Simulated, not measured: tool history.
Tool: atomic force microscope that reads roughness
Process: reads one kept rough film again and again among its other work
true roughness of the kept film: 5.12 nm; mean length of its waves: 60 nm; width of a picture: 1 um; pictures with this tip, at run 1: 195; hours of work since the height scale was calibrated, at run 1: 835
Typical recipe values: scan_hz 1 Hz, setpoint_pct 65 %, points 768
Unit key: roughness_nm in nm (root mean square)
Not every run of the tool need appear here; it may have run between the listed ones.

run	hour	scan_hz	setpoint_pct	points	pictures with this tip	hours of work since the height scale was calibrated	roughness_nm
1	0	1	65	768	195	835	4.473
# hour 5.3: new tip fitted
2	31.2	1	65	768	59	859	4.714
3	81.2	1	60	768	172	898	4.525
# hour 95.4: new tip fitted
4	111.1	1	65	768	35	921	4.759
5	136.1	1	65	768	91	940	4.642
6	174.6	1	65	768	178	970	4.461
# hour 186.3: new tip fitted
7	202.2	1	65	768	36	991	4.743
8	224.5	1	65	378	86	1009	4.643
9	274.6	1	65	378	199	1048	4.481
# hour 277.9: new tip fitted
10	321.9	1	65	768	99	1084	4.63
# hour 368: new tip fitted
11	371	1	65	768	6	1122	4.771
12	422.5	1	65	768	123	1163	4.55
13	456.9	1	61	765	200	1189	4.467
# hour 461.8: new tip fitted
14	500.5	1	61	765	87	1223	4.646
15	538.6	3.62	82	620	173	1253	3.818
# hour 553.3: new tip fitted
16	568.2	1.8	75	620	34	1275	4.491
17	592.8	1	79	299	89	1295	4.488
18	615.7	1.99	74	458	141	1312	4.307
# hour 644.2: new tip fitted
19	655.1	0.88	70	768	25	1343	4.731
# hour 677.5: height scale calibrated on a step standard
20	707.6	0.88	70	768	141	23	4.598
# hour 735.2: new tip fitted
21	752.6	0.95	65	524	39	58	4.798
22	784.6	0.95	65	524	111	83	4.626
23	808.5	1	65	827	165	102	4.602

Below, each run's measurement less what the same run would have read without the hidden state. Both values contain the same run-to-run variation, but the gauge's scatter may not be the same in both:
The tool's hidden condition here consists of: radius of the tip, nm; height scale over the true one, %; drift of the gauge itself on roughness_nm, %.
run	roughness_nm
1	-0.419
2	-0.155
3	-0.358
4	-0.12
5	-0.211
6	-0.365
7	-0.128
8	-0.215
9	-0.41
10	-0.248
11	-0.07
12	-0.294
13	-0.422
14	-0.242
15	-0.328
16	-0.151
17	-0.243
18	-0.328
19	-0.129
20	-0.258
21	-0.071
22	-0.195
23	-0.299
